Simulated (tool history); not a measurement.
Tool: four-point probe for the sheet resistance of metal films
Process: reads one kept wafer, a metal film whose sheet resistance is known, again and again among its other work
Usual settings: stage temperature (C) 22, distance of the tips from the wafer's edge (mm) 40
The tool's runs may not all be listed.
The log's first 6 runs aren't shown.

run    hour  stage temperature (C)  distance of the tips from the wafer's edge (mm)  touches since the probe head was changed  hours of work since the stage's thermometer was calibrated  sheet resistance as the instrument gives it (ohm/square)
  7   337.8                     22                                               40                                     34724                                                         965                                                  0.031650
  8   378.2                     22                                                3                                     35206                                                         986                                                  0.034400
  9   410.3                     22                                                3                                     35590                                                        1004                                                  0.034408
 10   444.2                     22                                                3                                     35994                                                        1022                                                  0.034394
 11   514.4                     22                                                6                                     36834                                                        1060                                                  0.032377
 12   555.3                     22                                               40                                     37321                                                        1082                                                  0.031647
 13   587.7                     22                                               40                                     37709                                                        1099                                                  0.031646
 14   644.2                     22                                               40                                     38383                                                        1130                                                  0.031654
 15   710.1                     22                                               14                                     39171                                                        1165                                                  0.031763
 16   748.4                     22                                               40                                     39628                                                        1186                                                  0.031641
 17   805.5                     22                                               40                                     40309                                                        1217                                                  0.031644
 18   862.9                     22                                               40                                     40995                                                        1248                                                  0.031647
 19   896.5                     22                                               40                                     41397                                                        1266                                                  0.031649
 20   960.6                     22                                               40                                     42163                                                        1300                                                  0.031642
 21  1020.4                     22                                               17                                     42876                                                        1332                                                  0.031722
 22  1067.3                     29                                               19                                     43436                                                        1358                                                  0.031694

The next listed run, before its measurement:
     1073.3  -- stage's thermometer calibrated
 23  1140.2                     29                                               19                                     44301                                                          36                                                         ?

sheet resistance as the instrument gives it (ohm/square): 0.031699
Without the tool's hidden state the same run would have given sheet resistance as the instrument gives it (ohm/square) 0.031684.
